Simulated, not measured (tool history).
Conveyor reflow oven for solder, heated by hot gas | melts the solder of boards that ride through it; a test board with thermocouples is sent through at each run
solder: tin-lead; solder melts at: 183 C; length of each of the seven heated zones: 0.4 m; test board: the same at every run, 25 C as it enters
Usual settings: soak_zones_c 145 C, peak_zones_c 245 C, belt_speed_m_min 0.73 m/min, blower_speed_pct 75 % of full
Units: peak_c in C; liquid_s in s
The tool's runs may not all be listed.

run	day	soak_zones_c	peak_zones_c	belt_speed_m_min	blower_speed_pct	peak_c	liquid_s
1	0	145	245	0.73	75	221.7	54.9
# day 0.904: flux residue cleaned out of gas plates and filters
2	2.292	145	245	0.73	75	224.3	56.7
3	4.379	137	245	0.73	75	222.6	53.3
4	5.5	137	245	0.73	75	222.5	53.2
5	7.212	137	245	0.73	75	222.3	53.2
6	8.212	137	245	0.644	75	226.7	63.8
7	9.258	137	245	0.644	75	227.1	63
8	10.912	137	245	0.644	75	226.8	63.1
9	12.258	137	245	0.644	75	225.7	62.8
10	13.867	137	245	0.644	75	225.9	62.4
11	15.05	137	245	0.644	75	225.8	63.1
12	16.904	137	245	0.644	75	225.5	61.9
13	18.446	157	258	0.758	75	233.7	63.4
14	20.342	157	258	0.758	75	233.2	63.8
15	21.917	132	234	0.758	75	208.5	38.8

The next listed run, before its measurement:
16	23.171	132	234	0.758	75	?	?

{"run 16": {"peak_c": 207.8, "liquid_s": 38.6}}
Without the tool's hidden state the same run would have given peak_c 210.6 C, liquid_s 40.1 s.
